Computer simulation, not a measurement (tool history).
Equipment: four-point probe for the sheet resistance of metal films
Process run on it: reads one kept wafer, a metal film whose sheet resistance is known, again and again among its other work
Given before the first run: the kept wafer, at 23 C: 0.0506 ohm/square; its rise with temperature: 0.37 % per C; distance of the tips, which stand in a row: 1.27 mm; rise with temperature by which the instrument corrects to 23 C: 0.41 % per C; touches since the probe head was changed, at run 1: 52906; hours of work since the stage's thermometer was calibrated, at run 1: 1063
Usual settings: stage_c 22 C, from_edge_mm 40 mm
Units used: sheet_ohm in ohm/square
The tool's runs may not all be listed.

run,hour,stage_c,from_edge_mm,touches since the probe head was changed,hours of work since the stage's thermometer was calibrated,sheet_ohm
1,0,22,40,52906,1063,0.050818
2,38,22,40,54625,1092,0.050829
3,84.5,22,40,56724,1128,0.050796
4,113.3,33,40,58026,1151,0.05061
5,148.3,33,40,59606,1178,0.050606
6,186.3,22,40,61325,1207,0.050803
7,245.4,30,40,63995,1253,0.050665
8,289.5,30,40,65988,1288,0.050645
9,340,30,40,68272,1327,0.050658
10,372.8,30,11,69751,1352,0.050989
11,405.3,30,24,71224,1378,0.050699
12,456,30,24,73511,1417,0.050708
13,487.2,30,24,74922,1441,0.050693
14,548.3,30,24,77685,1489,0.050704
15,592.2,30,24,79666,1523,0.050695
16,645.8,28,40,82090,1565,0.050689
17,674.1,28,40,83369,1587,0.050703
18,732.1,35,40,85988,1632,0.050552
19,784.8,35,40,88372,1673,0.050578
20,816.4,23,17,89799,1697,0.050899
21,857.3,21,44,91645,1729,0.050785
22,892.3,31,35,93228,1756,0.050627
23,928.2,31,35,94850,1784,0.050642
24,984.2,33,7,97381,1828,0.051437
25,1025,24,14,99227,1859,0.050944
26,1074.5,25,37,101460,1898,0.050754
27,1111.8,18,6,103145,1927,0.052034
28,1151.4,18,6,104937,1958,0.052028
29,1201.8,18,6,107214,1997,0.05203
30,1253.7,28,3,109557,2037,0.055069
31,1285.5,18,61,110998,2062,0.050841
32,1346.8,26,8,113765,2110,0.05137
33,1405.5,26,8,116418,2155,0.05137

Each row is a separate what-if for the run after 33, all from the same tool condition, not one after another. Results?
A,1461.3,33,58,118941,2199,?
B,1461.3,25,21,118941,2199,?
C,1461.3,26,13,118941,2199,?

run,sheet_ohm
A,0.050584
B,0.050807
C,0.050924
What these runs would have given with no unlogged condition in the tool:
run,sheet_ohm
A,0.050457
B,0.050675
C,0.050793
